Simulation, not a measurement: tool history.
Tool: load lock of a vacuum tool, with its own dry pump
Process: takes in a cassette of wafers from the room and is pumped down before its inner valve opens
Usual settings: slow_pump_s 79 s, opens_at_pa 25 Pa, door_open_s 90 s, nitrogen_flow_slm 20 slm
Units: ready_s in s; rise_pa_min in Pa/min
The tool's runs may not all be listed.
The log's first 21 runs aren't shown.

run	hour	slow_pump_s	opens_at_pa	door_open_s	nitrogen_flow_slm	hours that the pump has run since its overhaul	times that the door has closed on its seal	incoming humidity of the room's air, %	ready_s	rise_pa_min
22	2117.4	79	30	90	25	16780	10334	44	126.7	0.06
23	2197.7	41	25	74	12	16860	10525	46.2	95.6	0.076
24	2259.4	117	34	127	5	16922	10671	40.5	157.4	0.086
25	2389.5	118	25	90	27	17052	10980	42.7	161.5	0.07
26	2518.3	104	25	90	27	17181	11286	43.9	149.3	0.07
27	2637.4	48	25	90	20	17300	11569	44.7	101.4	0.07
28	2727.7	48	25	90	20	17390	11784	44.1	101.8	0.07
29	2832	79	23	90	6	17494	12032	42.1	128.8	0.088
30	2918.8	79	25	40	20	17581	12238	48.1	127.9	0.067
31	2995.9	79	25	40	20	17658	12421	45	127.7	0.064
# hour 3099.1: dry pump taken out, an overhauled one fitted
32	3140.5	79	25	31	9	41	12751	49.6	123.5	0.074
33	3229.8	79	32	79	5	131	12963	44.1	121.6	0.085
34	3365.4	71	32	79	11	266	13285	45.9	114.6	0.084
35	3429.5	71	32	79	11	330	13437	44.8	114.6	0.084
36	3495.1	65	25	90	20	396	13593	45.2	111.3	0.084

4 ways to go on from here, each from the tool as it stands after run 36. What would each give?
A	3623.7	111	25	90	20	525	13899	48.3	?	?
B	3623.7	79	20	90	20	525	13899	44.9	?	?
C	3623.7	91	25	90	5	525	13899	43.7	?	?
D	3623.7	84	23	90	20	525	13899	45.5	?	?

run	ready_s	rise_pa_min
A	151.2	0.088
B	124.8	0.083
C	133.9	0.097
D	128.4	0.086
Without the tool's hidden state the same runs would have given:
run	ready_s	rise_pa_min
A	151.4	0.033
B	125	0.029
C	134.1	0.044
D	128.7	0.033
